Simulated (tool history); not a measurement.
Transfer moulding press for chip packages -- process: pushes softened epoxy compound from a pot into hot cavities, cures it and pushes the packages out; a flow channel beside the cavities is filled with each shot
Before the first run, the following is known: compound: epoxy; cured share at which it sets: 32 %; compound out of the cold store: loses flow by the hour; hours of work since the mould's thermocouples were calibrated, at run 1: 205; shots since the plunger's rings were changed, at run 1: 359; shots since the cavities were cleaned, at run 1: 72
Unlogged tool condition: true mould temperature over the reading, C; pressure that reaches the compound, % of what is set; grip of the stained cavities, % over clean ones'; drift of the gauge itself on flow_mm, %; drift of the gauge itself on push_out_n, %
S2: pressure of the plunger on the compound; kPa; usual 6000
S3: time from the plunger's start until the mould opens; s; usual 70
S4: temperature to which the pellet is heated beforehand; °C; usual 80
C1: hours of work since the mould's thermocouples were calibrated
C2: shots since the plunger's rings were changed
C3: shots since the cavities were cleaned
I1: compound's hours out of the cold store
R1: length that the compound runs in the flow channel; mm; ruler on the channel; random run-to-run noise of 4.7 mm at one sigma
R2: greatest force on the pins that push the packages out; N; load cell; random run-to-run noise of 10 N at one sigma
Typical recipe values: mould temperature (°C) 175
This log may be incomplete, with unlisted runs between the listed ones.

{"run": 1, "hour": 0.0, "mould temperature (°C)": 175, "S2": 6000, "S3": 70, "S4": 80, "C1": 205, "C2": 359, "C3": 72, "I1": 8.3, "R1": 940, "R2": 513}
{"run": 2, "hour": 25.7, "mould temperature (°C)": 175, "S2": 6000, "S3": 70, "S4": 90, "C1": 225, "C2": 832, "C3": 545, "I1": 42.4, "R1": 779, "R2": 462}
{"hour": 30.5, "done": "cavities cleaned with cleaning compound and waxed"}
{"run": 3, "hour": 48.5, "mould temperature (°C)": 175, "S2": 6000, "S3": 70, "S4": 80, "C1": 240, "C2": 1223, "C3": 331, "I1": 12.6, "R1": 906, "R2": 511}
{"hour": 64.0, "done": "cavities cleaned with cleaning compound and waxed"}
{"run": 4, "hour": 64.0, "mould temperature (°C)": 175, "S2": 6000, "S3": 70, "S4": 80, "C1": 251, "C2": 1481, "C3": 0, "I1": 16.8, "R1": 897, "R2": 496}
{"run": 5, "hour": 78.8, "mould temperature (°C)": 175, "S2": 6000, "S3": 70, "S4": 80, "C1": 262, "C2": 1753, "C3": 272, "I1": 16.8, "R1": 906, "R2": 503}
{"hour": 96.9, "done": "cavities cleaned with cleaning compound and waxed"}
{"run": 6, "hour": 101.5, "mould temperature (°C)": 175, "S2": 6000, "S3": 70, "S4": 80, "C1": 278, "C2": 2142, "C3": 85, "I1": 40.6, "R1": 790, "R2": 480}
{"hour": 130.9, "done": "cavities cleaned with cleaning compound and waxed"}
{"run": 7, "hour": 130.9, "mould temperature (°C)": 175, "S2": 6000, "S3": 68, "S4": 80, "C1": 299, "C2": 2654, "C3": 0, "I1": 22.1, "R1": 868, "R2": 547}
{"run": 8, "hour": 147.3, "mould temperature (°C)": 175, "S2": 6070, "S3": 70, "S4": 80, "C1": 311, "C2": 2956, "C3": 302, "I1": 9.5, "R1": 946, "R2": 519}
{"hour": 163.9, "done": "cavities cleaned with cleaning compound and waxed"}
{"run": 9, "hour": 173.8, "mould temperature (°C)": 175, "S2": 6070, "S3": 70, "S4": 80, "C1": 329, "C2": 3414, "C3": 180, "I1": 23.9, "R1": 866, "R2": 479}
{"run": 10, "hour": 194.3, "mould temperature (°C)": 173, "S2": 6000, "S3": 70, "S4": 80, "C1": 345, "C2": 3791, "C3": 557, "I1": 29.2, "R1": 836, "R2": 554}
{"hour": 197.9, "done": "cavities cleaned with cleaning compound and waxed"}
{"run": 11, "hour": 213.3, "mould temperature (°C)": 173, "S2": 6000, "S3": 70, "S4": 80, "C1": 358, "C2": 4114, "C3": 283, "I1": 20.9, "R1": 873, "R2": 595}
{"hour": 231.0, "done": "cavities cleaned with cleaning compound and waxed"}
{"run": 12, "hour": 240.1, "mould temperature (°C)": 175, "S2": 6000, "S3": 90, "S4": 80, "C1": 377, "C2": 4577, "C3": 166, "I1": 45.3, "R1": 768, "R2": 317}
{"hour": 264.9, "done": "cavities cleaned with cleaning compound and waxed"}
{"run": 13, "hour": 266.0, "mould temperature (°C)": 175, "S2": 6000, "S3": 90, "S4": 80, "C1": 395, "C2": 5026, "C3": 19, "I1": 8.4, "R1": 931, "R2": 323}
{"run": 14, "hour": 292.6, "mould temperature (°C)": 175, "S2": 6000, "S3": 90, "S4": 80, "C1": 415, "C2": 5516, "C3": 509, "I1": 32.5, "R1": 817, "R2": 318}
{"hour": 299.0, "done": "cavities cleaned with cleaning compound and waxed"}
{"run": 15, "hour": 312.0, "mould temperature (°C)": 175, "S2": 6000, "S3": 94, "S4": 80, "C1": 428, "C2": 5843, "C3": 238, "I1": 39.4, "R1": 789, "R2": 290}
{"hour": 322.6, "done": "plunger's sealing rings changed"}
{"hour": 335.0, "done": "cavities cleaned with cleaning compound and waxed"}
{"run": 16, "hour": 338.3, "mould temperature (°C)": 175, "S2": 5060, "S3": 70, "S4": 80, "C1": 445, "C2": 261, "C3": 62, "I1": 29.7, "R1": 769, "R2": 484}
{"run": 17, "hour": 351.6, "mould temperature (°C)": 176, "S2": 5060, "S3": 70, "S4": 88, "C1": 455, "C2": 504, "C3": 305, "I1": 17.1, "R1": 814, "R2": 449}
{"run": 18, "hour": 363.7, "mould temperature (°C)": 169, "S2": 4690, "S3": 70, "S4": 77, "C1": 464, "C2": 727, "C3": 528, "I1": 44.0, "R1": 697, "R2": 701}
{"hour": 368.4, "done": "cavities cleaned with cleaning compound and waxed"}
{"run": 19, "hour": 376.7, "mould temperature (°C)": 169, "S2": 4690, "S3": 70, "S4": 77, "C1": 472, "C2": 938, "C3": 152, "I1": 19.2, "R1": 805, "R2": 755}
{"run": 20, "hour": 396.6, "mould temperature (°C)": 182, "S2": 7170, "S3": 70, "S4": 80, "C1": 487, "C2": 1305, "C3": 519, "I1": 29.1, "R1": 883, "R2": 340}
{"hour": 402.6, "done": "cavities cleaned with cleaning compound and waxed"}
{"run": 21, "hour": 410.1, "mould temperature (°C)": 182, "S2": 7170, "S3": 70, "S4": 80, "C1": 496, "C2": 1525, "C3": 138, "I1": 9.8, "R1": 981, "R2": 339}
{"run": 22, "hour": 426.0, "mould temperature (°C)": 182, "S2": 7170, "S3": 70, "S4": 80, "C1": 508, "C2": 1818, "C3": 431, "I1": 13.3, "R1": 977, "R2": 347}
{"hour": 435.4, "done": "cavities cleaned with cleaning compound and waxed"}
{"run": 23, "hour": 440.9, "mould temperature (°C)": 180, "S2": 7170, "S3": 69, "S4": 71, "C1": 518, "C2": 2063, "C3": 100, "I1": 44.3, "R1": 817, "R2": 365}
{"run": 24, "hour": 462.3, "mould temperature (°C)": 180, "S2": 7170, "S3": 58, "S4": 87, "C1": 534, "C2": 2457, "C3": 494, "I1": 10.3, "R1": 984, "R2": 587}
{"hour": 469.0, "done": "cavities cleaned with cleaning compound and waxed"}
{"hour": 474.1, "done": "mould's thermocouples calibrated"}
{"run": 25, "hour": 483.6, "mould temperature (°C)": 178, "S2": 7170, "S3": 98, "S4": 83, "C1": 7, "C2": 2783, "C3": 231, "I1": 16.9, "R1": 965, "R2": 287}
{"hour": 504.5, "done": "cavities cleaned with cleaning compound and waxed"}
{"run": 26, "hour": 510.7, "mould temperature (°C)": 178, "S2": 7170, "S3": 70, "S4": 83, "C1": 26, "C2": 3254, "C3": 114, "I1": 40.2, "R1": 845, "R2": 383}
{"run": 27, "hour": 531.4, "mould temperature (°C)": 169, "S2": 4740, "S3": 70, "S4": 83, "C1": 42, "C2": 3635, "C3": 495, "I1": 35.1, "R1": 742, "R2": 721}

What if the next run were any one of these 3? Each begins from the tool's condition after run 27:
{"hour": 539.3, "done": "cavities cleaned with cleaning compound and waxed"}
{"run": "A", "hour": 557.9, "mould temperature (°C)": 169, "S2": 4700, "S3": 68, "S4": 78, "C1": 60, "C2": 4093, "C3": 341, "I1": 26.8, "R1": "?", "R2": "?"}
{"hour": 539.3, "done": "cavities cleaned with cleaning compound and waxed"}
{"run": "B", "hour": 557.9, "mould temperature (°C)": 176, "S2": 4510, "S3": 70, "S4": 72, "C1": 60, "C2": 4093, "C3": 341, "I1": 22.5, "R1": "?", "R2": "?"}
{"hour": 539.3, "done": "cavities cleaned with cleaning compound and waxed"}
{"run": "C", "hour": 557.9, "mould temperature (°C)": 175, "S2": 6000, "S3": 109, "S4": 87, "C1": 60, "C2": 4093, "C3": 341, "I1": 40.2, "R1": "?", "R2": "?"}

run=A R1=769 R2=827
run=B R1=744 R2=498
run=C R1=782 R2=292
What these runs would have given with no unlogged condition in the tool:
run=A R1=770 R2=823
run=B R1=745 R2=495
run=C R1=782 R2=291

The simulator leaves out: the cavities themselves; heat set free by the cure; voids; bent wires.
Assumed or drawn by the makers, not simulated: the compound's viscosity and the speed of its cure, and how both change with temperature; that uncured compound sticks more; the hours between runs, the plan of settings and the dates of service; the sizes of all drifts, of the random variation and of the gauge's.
